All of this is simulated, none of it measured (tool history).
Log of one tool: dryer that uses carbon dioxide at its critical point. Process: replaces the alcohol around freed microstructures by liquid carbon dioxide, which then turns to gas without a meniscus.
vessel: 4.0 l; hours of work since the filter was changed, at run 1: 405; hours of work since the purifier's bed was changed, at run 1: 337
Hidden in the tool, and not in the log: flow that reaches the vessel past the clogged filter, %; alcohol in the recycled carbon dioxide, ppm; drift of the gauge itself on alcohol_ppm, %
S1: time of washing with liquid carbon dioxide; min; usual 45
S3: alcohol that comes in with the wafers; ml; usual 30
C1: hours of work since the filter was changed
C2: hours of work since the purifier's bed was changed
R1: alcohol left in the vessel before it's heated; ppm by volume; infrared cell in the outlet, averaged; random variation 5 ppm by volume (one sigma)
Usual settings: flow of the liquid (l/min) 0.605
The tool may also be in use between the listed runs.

run 1 day=0.000 | S1=45 flow_of_the_liquid_(l/min)=0.605 S3=30 | C1=405 C2=337 | R1=36
run 2 day=0.329 | S1=45 flow_of_the_liquid_(l/min)=0.605 S3=30 | C1=410 C2=343 | R1=45
run 3 day=0.621 | S1=45 flow_of_the_liquid_(l/min)=0.605 S3=30 | C1=415 C2=348 | R1=30
run 4 day=1.042 | S1=45 flow_of_the_liquid_(l/min)=0.605 S3=30 | C1=423 C2=355 | R1=39
run 5 day=1.404 | S1=62 flow_of_the_liquid_(l/min)=0.605 S3=30 | C1=429 C2=361 | R1=18
run 6 day=1.712 | S1=62 flow_of_the_liquid_(l/min)=0.605 S3=30 | C1=434 C2=366 | R1=30
run 7 day=2.058 | S1=45 flow_of_the_liquid_(l/min)=0.605 S3=30 | C1=440 C2=372 | R1=38
run 8 day=2.471 | S1=45 flow_of_the_liquid_(l/min)=0.605 S3=30 | C1=447 C2=379 | R1=40
run 9 day=2.788 | S1=45 flow_of_the_liquid_(l/min)=0.605 S3=30 | C1=453 C2=385 | R1=42
run 10 day=3.250 | S1=45 flow_of_the_liquid_(l/min)=0.605 S3=30 | C1=460 C2=393 | R1=36
run 11 day=3.567 | S1=45 flow_of_the_liquid_(l/min)=0.605 S3=30 | C1=466 C2=398 | R1=35
run 12 day=3.775 | S1=45 flow_of_the_liquid_(l/min)=0.605 S3=30 | C1=469 C2=402 | R1=34
run 13 day=4.262 | S1=45 flow_of_the_liquid_(l/min)=0.605 S3=30 | C1=478 C2=410 | R1=37
-- day=4.696 inlet filter changed
run 14 day=4.754 | S1=38 flow_of_the_liquid_(l/min)=0.605 S3=30 | C1=1 C2=418 | R1=49
run 15 day=5.096 | S1=38 flow_of_the_liquid_(l/min)=0.605 S3=30 | C1=7 C2=424 | R1=55
run 16 day=5.312 | S1=38 flow_of_the_liquid_(l/min)=0.605 S3=30 | C1=11 C2=427 | R1=58
run 17 day=5.696 | S1=45 flow_of_the_liquid_(l/min)=0.605 S3=30 | C1=17 C2=434 | R1=38
run 18 day=6.046 | S1=45 flow_of_the_liquid_(l/min)=0.605 S3=30 | C1=23 C2=440 | R1=35
run 19 day=6.275 | S1=45 flow_of_the_liquid_(l/min)=0.605 S3=30 | C1=27 C2=444 | R1=31
run 20 day=6.662 | S1=31 flow_of_the_liquid_(l/min)=0.930 S3=24 | C1=34 C2=450 | R1=38
run 21 day=6.988 | S1=28 flow_of_the_liquid_(l/min)=0.369 S3=24 | C1=39 C2=456 | R1=542
run 22 day=7.350 | S1=28 flow_of_the_liquid_(l/min)=0.369 S3=24 | C1=45 C2=462 | R1=553
run 23 day=7.629 | S1=28 flow_of_the_liquid_(l/min)=0.369 S3=24 | C1=50 C2=467 | R1=521
run 24 day=7.925 | S1=28 flow_of_the_liquid_(l/min)=0.369 S3=24 | C1=55 C2=472 | R1=516
run 25 day=8.246 | S1=52 flow_of_the_liquid_(l/min)=0.369 S3=29 | C1=61 C2=478 | R1=104
run 26 day=8.633 | S1=45 flow_of_the_liquid_(l/min)=1.020 S3=30 | C1=67 C2=484 | R1=26
run 27 day=9.125 | S1=41 flow_of_the_liquid_(l/min)=0.605 S3=24 | C1=76 C2=493 | R1=43
run 28 day=9.362 | S1=41 flow_of_the_liquid_(l/min)=0.605 S3=24 | C1=80 C2=497 | R1=40
run 29 day=9.800 | S1=59 flow_of_the_liquid_(l/min)=0.605 S3=86 | C1=87 C2=504 | R1=33
run 30 day=10.217 | S1=45 flow_of_the_liquid_(l/min)=0.390 S3=30 | C1=94 C2=511 | R1=142
run 31 day=10.596 | S1=41 flow_of_the_liquid_(l/min)=0.666 S3=30 | C1=101 C2=518 | R1=45
run 32 day=10.838 | S1=63 flow_of_the_liquid_(l/min)=0.472 S3=45 | C1=105 C2=522 | R1=43
run 33 day=11.283 | S1=63 flow_of_the_liquid_(l/min)=0.472 S3=45 | C1=113 C2=529 | R1=45
run 34 day=11.592 | S1=41 flow_of_the_liquid_(l/min)=0.472 S3=45 | C1=118 C2=535 | R1=144
run 35 day=11.929 | S1=52 flow_of_the_liquid_(l/min)=0.472 S3=38 | C1=124 C2=541 | R1=58

Hidden state at the last listed run before each entry between runs and at the first one after, where it differs:
Between runs 13 and 14: inlet filter changed (day 4.696)
  flow that reaches the vessel past the clogged filter, %: 94.5 -> 99.9; alcohol in the recycled carbon dioxide, ppm: 25.1 -> 25.4
  measured less the result without the state, R1: +24 -> +20 ppm by volume
